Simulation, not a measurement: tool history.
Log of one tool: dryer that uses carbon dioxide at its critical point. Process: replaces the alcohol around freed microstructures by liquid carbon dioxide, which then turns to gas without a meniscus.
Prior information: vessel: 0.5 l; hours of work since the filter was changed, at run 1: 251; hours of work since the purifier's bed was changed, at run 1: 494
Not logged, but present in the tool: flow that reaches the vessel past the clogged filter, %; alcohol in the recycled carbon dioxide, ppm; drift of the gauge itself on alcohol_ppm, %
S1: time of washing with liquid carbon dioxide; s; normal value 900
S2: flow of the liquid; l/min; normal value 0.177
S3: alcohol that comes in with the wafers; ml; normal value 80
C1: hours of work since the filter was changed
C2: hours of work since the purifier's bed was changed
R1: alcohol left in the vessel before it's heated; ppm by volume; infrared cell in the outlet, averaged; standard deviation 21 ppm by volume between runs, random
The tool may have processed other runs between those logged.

run 1 hour=0.0 | S1=900 S2=0.177 S3=80 | C1=251 C2=494 | R1=2498
run 2 hour=16.4 | S1=900 S2=0.177 S3=80 | C1=264 C2=506 | R1=2492
run 3 hour=25.4 | S1=900 S2=0.177 S3=24 | C1=271 C2=513 | R1=885
-- hour=39.3 purifier's bed changed
run 4 hour=40.8 | S1=900 S2=0.177 S3=26 | C1=280 C2=1 | R1=785
run 5 hour=58.1 | S1=900 S2=0.177 S3=80 | C1=293 C2=14 | R1=2556
run 6 hour=69.0 | S1=900 S2=0.177 S3=80 | C1=302 C2=22 | R1=2605
run 7 hour=77.2 | S1=600 S2=0.177 S3=80 | C1=308 C2=29 | R1=10250
run 8 hour=93.3 | S1=600 S2=0.177 S3=80 | C1=320 C2=41 | R1=10448
run 9 hour=100.5 | S1=600 S2=0.177 S3=80 | C1=325 C2=46 | R1=10208
run 10 hour=115.2 | S1=900 S2=0.177 S3=80 | C1=337 C2=58 | R1=2713
run 11 hour=126.1 | S1=900 S2=0.177 S3=80 | C1=345 C2=66 | R1=2878
run 12 hour=134.6 | S1=900 S2=0.177 S3=80 | C1=351 C2=72 | R1=2895
run 13 hour=151.7 | S1=900 S2=0.177 S3=80 | C1=364 C2=85 | R1=3057
-- hour=160.5 inlet filter changed
run 14 hour=167.9 | S1=900 S2=0.177 S3=80 | C1=6 C2=97 | R1=1436
run 15 hour=183.8 | S1=900 S2=0.177 S3=80 | C1=18 C2=109 | R1=1475
run 16 hour=197.0 | S1=900 S2=0.177 S3=80 | C1=28 C2=119 | R1=1538
run 17 hour=204.2 | S1=900 S2=0.177 S3=80 | C1=33 C2=124 | R1=1554
run 18 hour=221.1 | S1=900 S2=0.168 S3=80 | C1=46 C2=137 | R1=2012
run 19 hour=229.3 | S1=1020 S2=0.177 S3=80 | C1=52 C2=143 | R1=892
run 20 hour=245.7 | S1=1020 S2=0.177 S3=80 | C1=65 C2=156 | R1=944
run 21 hour=252.9 | S1=900 S2=0.300 S3=80 | C1=70 C2=161 | R1=119
run 22 hour=261.7 | S1=900 S2=0.300 S3=80 | C1=77 C2=168 | R1=125
run 23 hour=274.6 | S1=900 S2=0.300 S3=80 | C1=87 C2=178 | R1=133
run 24 hour=291.3 | S1=900 S2=0.300 S3=80 | C1=99 C2=190 | R1=143
run 25 hour=306.3 | S1=660 S2=0.300 S3=100 | C1=111 C2=202 | R1=758
run 26 hour=320.4 | S1=720 S2=0.173 S3=100 | C1=121 C2=212 | R1=6167
run 27 hour=329.9 | S1=900 S2=0.137 S3=80 | C1=129 C2=220 | R1=5118
run 28 hour=340.2 | S1=1020 S2=0.137 S3=71 | C1=136 C2=227 | R1=3013
run 29 hour=357.7 | S1=900 S2=0.149 S3=71 | C1=150 C2=241 | R1=3598
run 30 hour=367.2 | S1=1080 S2=0.288 S3=71 | C1=157 C2=248 | R1=115
run 31 hour=384.8 | S1=840 S2=0.191 S3=93 | C1=170 C2=261 | R1=2333
run 32 hour=392.1 | S1=900 S2=0.177 S3=107 | C1=176 C2=267 | R1=2854
run 33 hour=404.6 | S1=900 S2=0.177 S3=107 | C1=185 C2=276 | R1=2894
run 34 hour=414.2 | S1=900 S2=0.129 S3=41 | C1=192 C2=284 | R1=3775
run 35 hour=424.2 | S1=1440 S2=0.213 S3=65 | C1=200 C2=291 | R1=135
run 36 hour=435.7 | S1=1440 S2=0.280 S3=28 | C1=209 C2=300 | R1=110
run 37 hour=445.2 | S1=540 S2=0.110 S3=66 | C1=216 C2=307 | R1=27297
run 38 hour=455.0 | S1=1260 S2=0.117 S3=103 | C1=223 C2=315 | R1=4414
run 39 hour=466.4 | S1=1260 S2=0.117 S3=103 | C1=232 C2=323 | R1=4471
run 40 hour=481.3 | S1=900 S2=0.163 S3=40 | C1=243 C2=334 | R1=1793
run 41 hour=498.8 | S1=900 S2=0.163 S3=40 | C1=257 C2=348 | R1=1815
run 42 hour=515.3 | S1=960 S2=0.114 S3=29 | C1=269 C2=360 | R1=3564
run 43 hour=525.0 | S1=660 S2=0.114 S3=95 | C1=276 C2=368 | R1=27672
run 44 hour=540.6 | S1=1200 S2=0.177 S3=80 | C1=288 C2=379 | R1=816
run 45 hour=548.3 | S1=1200 S2=0.177 S3=80 | C1=294 C2=385 | R1=798
run 46 hour=558.5 | S1=600 S2=0.177 S3=78 | C1=302 C2=393 | R1=10172
run 47 hour=573.3 | S1=1200 S2=0.177 S3=80 | C1=313 C2=404 | R1=854

Some steps in R1, run to run, broken into two amounts with sign: the step expected even without the hidden condition (settings, incoming material, random variation), and the rest, left for the hidden condition together with whatever gauge scatter is not in both the measured and the hidden-condition-free result:
Run 36 -> 37: S1 1440 -> 540, S2 0.280 -> 0.110, S3 28 -> 66. R1 +27187 ppm by volume: hidden state +4395, all else +22792.
Run 42 -> 43: S1 960 -> 660, S3 29 -> 95. R1 +24108 ppm by volume: hidden state +5623, all else +18485.
Run 43 -> 44: S1 660 -> 1200, S2 0.114 -> 0.177, S3 95 -> 80. R1 -26856 ppm by volume: hidden state -6362, all else -20494.
